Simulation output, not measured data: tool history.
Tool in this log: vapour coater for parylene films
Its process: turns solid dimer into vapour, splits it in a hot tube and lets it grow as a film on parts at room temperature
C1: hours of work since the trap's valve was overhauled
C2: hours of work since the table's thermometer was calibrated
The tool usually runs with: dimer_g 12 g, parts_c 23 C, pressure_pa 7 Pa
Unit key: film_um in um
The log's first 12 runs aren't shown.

{"run": 13, "hour": 144.8, "dimer_g": 15, "parts_c": 23, "pressure_pa": 7, "C1": 88, "C2": 332, "film_um": 9.58}
{"run": 14, "hour": 155.5, "dimer_g": 12, "parts_c": 25, "pressure_pa": 7, "C1": 94, "C2": 338, "film_um": 7.24}
{"run": 15, "hour": 169.6, "dimer_g": 12, "parts_c": 25, "pressure_pa": 7, "C1": 101, "C2": 345, "film_um": 7.18}
{"run": 16, "hour": 183.2, "dimer_g": 12, "parts_c": 25, "pressure_pa": 7, "C1": 108, "C2": 352, "film_um": 7.25}
{"run": 17, "hour": 191.0, "dimer_g": 12, "parts_c": 25, "pressure_pa": 7, "C1": 112, "C2": 356, "film_um": 7.23}
{"run": 18, "hour": 201.6, "dimer_g": 12, "parts_c": 25, "pressure_pa": 7, "C1": 117, "C2": 361, "film_um": 7.1}
{"run": 19, "hour": 217.6, "dimer_g": 12, "parts_c": 25, "pressure_pa": 7, "C1": 125, "C2": 370, "film_um": 7.23}
{"run": 20, "hour": 231.0, "dimer_g": 12, "parts_c": 15, "pressure_pa": 4.78, "C1": 132, "C2": 376, "film_um": 9.85}
{"run": 21, "hour": 243.0, "dimer_g": 12, "parts_c": 15, "pressure_pa": 4.78, "C1": 138, "C2": 383, "film_um": 9.72}

Run 22 has not been measured yet. What should we expect?
{"run": 22, "hour": 250.3, "dimer_g": 17, "parts_c": 22, "pressure_pa": 4.3, "C1": 142, "C2": 386, "film_um": "?"}

Run 22 produced film_um 11.85 um.
If the tool had no hidden condition, the same run with the same run-to-run variation would have returned film_um 12.25 um.
